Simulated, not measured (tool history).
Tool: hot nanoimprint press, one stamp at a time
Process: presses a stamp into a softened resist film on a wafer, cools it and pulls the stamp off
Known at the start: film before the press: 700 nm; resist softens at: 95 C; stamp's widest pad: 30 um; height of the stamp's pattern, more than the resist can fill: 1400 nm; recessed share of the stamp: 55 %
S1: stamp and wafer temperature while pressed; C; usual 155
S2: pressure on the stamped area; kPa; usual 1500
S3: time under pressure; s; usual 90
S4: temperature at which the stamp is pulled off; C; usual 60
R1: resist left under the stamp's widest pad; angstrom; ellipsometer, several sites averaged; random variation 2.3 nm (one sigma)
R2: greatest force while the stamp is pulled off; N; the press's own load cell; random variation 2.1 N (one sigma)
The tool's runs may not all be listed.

Run 1, day 0.000: usual settings. Result: R1 3581 angstrom, R2 107 N.
Run 2, day 1.325: usual settings. Result: R1 3591 angstrom, R2 108 N.
Run 3, day 2.767: usual settings. Result: R1 3546 angstrom, R2 115 N.
Run 4, day 5.462: usual settings but S1 164 C. Result: R1 2236 angstrom, R2 123 N.
Run 5, day 6.854: usual settings but S4 51 C. Result: R1 3525 angstrom, R2 137 N.
Run 6, day 8.933: usual settings but S4 51 C. Result: R1 3507 angstrom, R2 148 N.
Run 7, day 10.317: usual settings but S1 153 C, S4 51 C. Result: R1 3868 angstrom, R2 154 N.
Run 8, day 12.738: usual settings but S1 153 C, S4 51 C. Result: R1 3918 angstrom, R2 159 N.
Run 9, day 15.608: usual settings but S3 140 s. Result: R1 3035 angstrom, R2 154 N.
At day 16.229: stamp cleaned and given a new release coat.
Run 10, day 18.000: usual settings but S3 140 s, S4 65 C. Result: R1 2996 angstrom, R2 88 N.
Run 11, day 20.104: usual settings but S3 140 s, S4 65 C. Result: R1 3041 angstrom, R2 92 N.
Run 12, day 22.721: usual settings. Result: R1 3518 angstrom, R2 112 N.
Run 13, day 25.233: usual settings but S1 149 C. Result: R1 4596 angstrom, R2 117 N.
At day 28.333: plate thermocouple calibrated.
Run 14, day 28.333: usual settings but S1 148 C, S4 55 C. Result: R1 5151 angstrom, R2 132 N.
Run 15, day 30.617: usual settings but S2 1760 kPa, S4 55 C. Result: R1 3447 angstrom, R2 139 N.
Run 16, day 33.392: usual settings but S2 1060 kPa, S4 56 C. Result: R1 4297 angstrom, R2 148 N.
Run 17, day 35.004: usual settings but S2 1830 kPa, S4 62 C. Result: R1 3369 angstrom, R2 140 N.
Run 18, day 36.996: usual settings but S1 151 C, S2 1730 kPa, S4 52 C. Result: R1 4238 angstrom, R2 173 N.
At day 38.688: stamp cleaned and given a new release coat.
Run 19, day 38.800: usual settings but S1 166 C, S3 67 s, S4 46 C. Result: R1 2345 angstrom, R2 107 N.
Run 20, day 41.442: usual settings but S1 147 C, S2 1320 kPa, S3 175 s, S4 46 C. Result: R1 4637 angstrom, R2 113 N.
Run 21, day 42.742: usual settings but S1 148 C, S2 1320 kPa, S3 71 s, S4 58 C. Result: R1 5472 angstrom, R2 99 N.
Run 22, day 43.971: usual settings but S1 148 C, S2 1320 kPa, S3 71 s, S4 50 C. Result: R1 5480 angstrom, R2 119 N.
Run 23, day 46.904: usual settings but S1 148 C, S2 1320 kPa, S3 71 s, S4 50 C. Result: R1 5429 angstrom, R2 127 N.
Run 24, day 48.212: usual settings but S1 148 C, S2 1320 kPa, S3 71 s, S4 50 C. Result: R1 5454 angstrom, R2 130 N.
Run 25, day 50.675: usual settings but S1 148 C, S2 1320 kPa, S3 71 s, S4 50 C. Result: R1 5477 angstrom, R2 135 N.

Forecast each of these 5 alternatives for the next run:
Run A, day 52.742: usual settings but S1 148 C, S2 1320 kPa, S3 123 s, S4 50 C. Result: R1 ?, R2 ?.
Run B, day 52.742: usual settings but S1 148 C, S2 970 kPa, S3 71 s, S4 53 C. Result: R1 ?, R2 ?.
Run C, day 52.742: usual settings but S1 148 C, S2 1320 kPa, S3 71 s, S4 66 C. Result: R1 ?, R2 ?.
Run D, day 52.742: usual settings but S1 160 C, S2 2270 kPa, S4 57 C. Result: R1 ?, R2 ?.
Run E, day 52.742: usual settings but S2 2040 kPa, S3 71 s, S4 50 C. Result: R1 ?, R2 ?.

run    R1   R2
  A  4798  149
  B  5840  143
  C  5458  122
  D  2248  133
  E  3383  143
Without the tool's hidden state the same runs would have given:
run    R1   R2
  A  4892  104
  B  5924  100
  C  5540   86
  D  2248   93
  E  3409  101
